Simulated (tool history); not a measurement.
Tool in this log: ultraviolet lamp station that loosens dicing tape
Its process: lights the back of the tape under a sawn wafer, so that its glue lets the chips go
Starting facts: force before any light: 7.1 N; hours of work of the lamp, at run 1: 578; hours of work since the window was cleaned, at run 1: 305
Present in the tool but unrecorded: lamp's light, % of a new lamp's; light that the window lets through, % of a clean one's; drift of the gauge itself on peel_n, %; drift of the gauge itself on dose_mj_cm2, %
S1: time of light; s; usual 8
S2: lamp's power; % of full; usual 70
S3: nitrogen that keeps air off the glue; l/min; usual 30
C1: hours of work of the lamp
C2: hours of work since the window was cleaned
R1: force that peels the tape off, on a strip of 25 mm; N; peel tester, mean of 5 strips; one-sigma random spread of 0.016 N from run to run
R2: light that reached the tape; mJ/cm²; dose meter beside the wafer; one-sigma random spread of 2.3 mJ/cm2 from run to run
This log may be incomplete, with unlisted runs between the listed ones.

run   hour  S1  S2  S3   C1   C2     R1   R2
  1    0.0   8  70  30  578  305  1.107  165
  2   26.7   8  70  30  596  323  1.141  163
  3   41.3   4  70  30  606  333  2.757   81
  4   54.3   4  70  30  615  341  2.802   85
  5   65.2   4  70  30  622  349  2.824   80
  6   90.9   4  70  30  639  366  2.832   81
  7  102.5   4  70  29  647  374  2.862   81
  8  117.5  10  64  29  657  384  0.958  182
  9  132.8  10  64  29  667  394  0.962  185
 10  155.1  10  90  18  682  409  0.688  253
     157.9  -- window cleaned of glue's vapour
 11  171.8   5  86  11  693    9  2.958  116
 12  187.3   4  70  30  703   20  3.026   75
 13  206.5   4  70  30  716   32  3.081   76
 14  221.1   7  70  30  726   42  1.717  130

Pick out some run-to-run changes in R1. Of each, how much would a tool without hidden state show as well, from the settings, what came in and chance, and how much is left for the hidden state and any gauge scatter not in both results compared?
Run 10 -> 11: S1 10 -> 5, S2 90 -> 86, S3 18 -> 11, window cleaned of glue's vapour. R1 +2.270 N: hidden state +0.534, all else +1.736.

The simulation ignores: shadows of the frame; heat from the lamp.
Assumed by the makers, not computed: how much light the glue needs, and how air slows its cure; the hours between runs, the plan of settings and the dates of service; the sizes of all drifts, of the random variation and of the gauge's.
